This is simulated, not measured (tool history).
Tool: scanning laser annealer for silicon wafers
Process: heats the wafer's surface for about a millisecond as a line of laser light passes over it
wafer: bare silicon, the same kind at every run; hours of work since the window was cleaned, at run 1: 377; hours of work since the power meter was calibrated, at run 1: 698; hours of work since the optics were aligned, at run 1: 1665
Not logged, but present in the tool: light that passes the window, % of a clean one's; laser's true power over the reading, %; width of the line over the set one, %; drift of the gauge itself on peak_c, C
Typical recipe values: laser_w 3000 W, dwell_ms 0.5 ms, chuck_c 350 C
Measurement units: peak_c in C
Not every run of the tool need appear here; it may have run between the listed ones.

run    hour  laser_w  dwell_ms  chuck_c  hours of work since the window was cleaned  hours of work since the power meter was calibrated  hours of work since the optics were aligned  peak_c
  1       0     3000       0.5      350                                         377                                                 698                                         1665    1124
  2    24.5     3000       0.5      350                                         387                                                 708                                         1675    1130
  3    47.5     3000       0.5      350                                         397                                                 717                                         1684    1123
  4    85.9     3000       0.5      350                                         412                                                 733                                         1700    1124
  5   132.2     3000       0.5      350                                         431                                                 751                                         1719    1124
  6   173.5     3000       0.5      350                                         448                                                 768                                         1735    1125
  7   202.4     3000       0.5      350                                         460                                                 780                                         1747    1128
  8   233.3     2845       0.5      350                                         472                                                 792                                         1760    1073
  9   274.2     2845       0.5      350                                         489                                                 809                                         1776    1078
 10   320.1     2845       0.5      350                                         507                                                 828                                         1795    1075
 11   364.7     2845       0.5      350                                         525                                                 846                                         1813    1075
 12   396.9     3000       0.5      350                                         538                                                 859                                         1826    1120
 13   427.8     3000     0.423      350                                         551                                                 871                                         1839    1062
      433.7  -- window over the wafer cleaned
 14     468     3000     0.423      350                                          14                                                 887                                         1854    1047
 15   500.4     3000     0.423      350                                          27                                                 900                                         1867    1050
 16   523.5     3000       0.5      350                                          36                                                 909                                         1877    1107
      545.1  -- optics aligned, line set to its width
 17   569.1     3000       0.5      356                                          53                                                 926                                           10    1125
        602  -- window over the wafer cleaned, once more
 18   617.8     3000       0.5      356                                           6                                                 945                                           29    1150
 19   644.8     3300       0.5      350                                          17                                                 956                                           40    1242
 20   685.1     2965     0.424      350                                          34                                                 972                                           56    1076
 21   722.3     3102     0.554      349                                          49                                                 987                                           71    1223
 22   756.7     3102     0.554      349                                          63                                                1001                                           85    1222
 23   784.4     3102     0.554      386                                          74                                                1012                                           96    1256
 24   826.2     3102     0.554      386                                          91                                                1029                                          113    1255
 25   856.9     3000     0.353      363                                         103                                                1042                                          126    1032
 26   886.1     2633     0.528      364                                         115                                                1054                                          138    1058
 27   921.1     2633     0.528      364                                         129                                                1068                                          152    1061
 28   946.6     2978     0.363      383                                         140                                                1078                                          162    1055
 29   965.6     3151     0.466      317                                         148                                                1086                                          170    1130
 30  1007.2     2641       0.5      373                                         164                                                1103                                          187    1054
 31  1044.2     2564     0.558      347                                         179                                                1118                                          202    1037
 32  1087.7     2837     0.399      345                                         197                                                1135                                          219    1007
 33  1112.7     2837     0.399      345                                         207                                                1145                                          229    1010
 34  1151.2     2632      0.42      345                                         223                                                1161                                          245     966
 35  1189.3     3248       0.4      379                                         238                                                1177                                          261    1157
 36  1215.3     3193     0.391      318                                         249                                                1187                                          271    1072
 37  1259.1     2623     0.465      348                                         267                                                1205                                          289     997
 38  1295.9     3000     0.484      350                                         282                                                1220                                          304    1127

Consider 5 possible next runs. They are alternatives, not a sequence: every one starts from the tool as it was left by run 38. What does each give?
  A  1327.2     2742      0.42      385                                         294                                                1233                                          317       ?
  B  1327.2     3134     0.375      328                                         294                                                1233                                          317       ?
  C  1327.2     3000       0.5      314                                         294                                                1233                                          317       ?
  D  1327.2     2637     0.484      350                                         294                                                1233                                          317       ?
  E  1327.2     3000       0.5      322                                         294                                                1233                                          317       ?

run  peak_c
  A    1037
  B    1051
  C    1101
  D    1017
  E    1108
Take away the tool's hidden state, keep each run's random variation, and the runs would have read:
run  peak_c
  A    1047
  B    1062
  C    1113
  D    1027
  E    1120

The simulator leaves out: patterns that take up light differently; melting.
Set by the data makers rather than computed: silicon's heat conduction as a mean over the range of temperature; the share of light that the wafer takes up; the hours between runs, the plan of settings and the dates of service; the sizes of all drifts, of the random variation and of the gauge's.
